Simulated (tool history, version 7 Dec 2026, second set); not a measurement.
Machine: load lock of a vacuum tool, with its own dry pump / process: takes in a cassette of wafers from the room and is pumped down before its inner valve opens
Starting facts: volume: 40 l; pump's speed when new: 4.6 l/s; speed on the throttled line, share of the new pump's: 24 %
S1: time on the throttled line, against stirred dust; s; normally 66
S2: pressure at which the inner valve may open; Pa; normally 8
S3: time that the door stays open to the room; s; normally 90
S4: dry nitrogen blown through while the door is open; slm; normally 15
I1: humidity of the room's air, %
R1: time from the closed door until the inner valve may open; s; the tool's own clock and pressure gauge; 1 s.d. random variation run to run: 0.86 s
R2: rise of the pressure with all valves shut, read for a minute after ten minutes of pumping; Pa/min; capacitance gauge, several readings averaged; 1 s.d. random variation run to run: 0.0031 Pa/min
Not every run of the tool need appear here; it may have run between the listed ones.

Run 1, hour 0.0: usual settings; I1 46.4. Result: R1 140.6 s, R2 0.206 Pa/min.
Run 2, hour 442.0: usual settings but S1 130 s; I1 44.0. Result: R1 187.6 s, R2 0.209 Pa/min.
Run 3, hour 884.2: usual settings but S1 130 s; I1 43.7. Result: R1 186.6 s, R2 0.213 Pa/min.
Run 4, hour 1150.4: usual settings but S1 130 s; I1 43.0. Result: R1 189.6 s, R2 0.220 Pa/min.
Run 5, hour 1473.6: usual settings but S3 29 s; I1 46.3. Result: R1 145.3 s, R2 0.187 Pa/min.
Run 6, hour 1736.6: usual settings but S1 46 s; I1 46.5. Result: R1 129.0 s, R2 0.240 Pa/min.
Run 7, hour 1928.4: usual settings but S1 46 s; I1 44.8. Result: R1 129.8 s, R2 0.238 Pa/min.
Run 8, hour 2221.4: usual settings but S1 46 s; I1 41.7. Result: R1 128.7 s, R2 0.238 Pa/min.
Run 9, hour 2626.7: usual settings but S1 86 s, S4 7 slm; I1 43.9. Result: R1 158.6 s, R2 0.258 Pa/min.
Run 10, hour 3064.9: usual settings but S1 40 s, S3 30 s; I1 45.9. Result: R1 126.8 s, R2 0.220 Pa/min.
Run 11, hour 3498.1: usual settings but S1 40 s, S3 30 s; I1 42.6. Result: R1 126.5 s, R2 0.225 Pa/min.
Run 12, hour 3789.5: usual settings but S1 72 s, S3 124 s; I1 46.6. Result: R1 149.8 s, R2 0.298 Pa/min.
Run 13, hour 4162.0: usual settings but S1 120 s; I1 40.2. Result: R1 185.7 s, R2 0.272 Pa/min.
Run 14, hour 4608.0: usual settings but S2 12 Pa, S3 52 s; I1 44.4. Result: R1 140.9 s, R2 0.266 Pa/min.
Run 15, hour 4995.2: usual settings but S1 35 s, S2 14 Pa, S3 146 s, S4 12 slm; I1 45.2. Result: R1 117.6 s, R2 0.343 Pa/min.

Below are 4 alternative next runs, each starting from the tool's condition after run 15. Predict each:
Run A, hour 5199.5: usual settings but S1 48 s, S3 171 s, S4 9 slm; I1 46.3. Result: R1 ?, R2 ?.
Run B, hour 5199.5: usual settings but S2 11 Pa, S3 158 s; I1 42.8. Result: R1 ?, R2 ?.
Run C, hour 5199.5: usual settings but S1 43 s, S2 14 Pa, S3 146 s, S4 12 slm; I1 44.9. Result: R1 ?, R2 ?.
Run D, hour 5199.5: usual settings but S1 35 s, S2 14 Pa, S3 33 s, S4 12 slm; I1 50.9. Result: R1 ?, R2 ?.

run     R1     R2
  A  134.4  0.366
  B  143.7  0.340
  C  125.9  0.330
  D  118.7  0.278
Without the tool's unlogged condition, the same runs would have read:
run     R1     R2
  A  119.8  0.132
  B  130.8  0.109
  C  112.2  0.104
  D  104.9  0.045
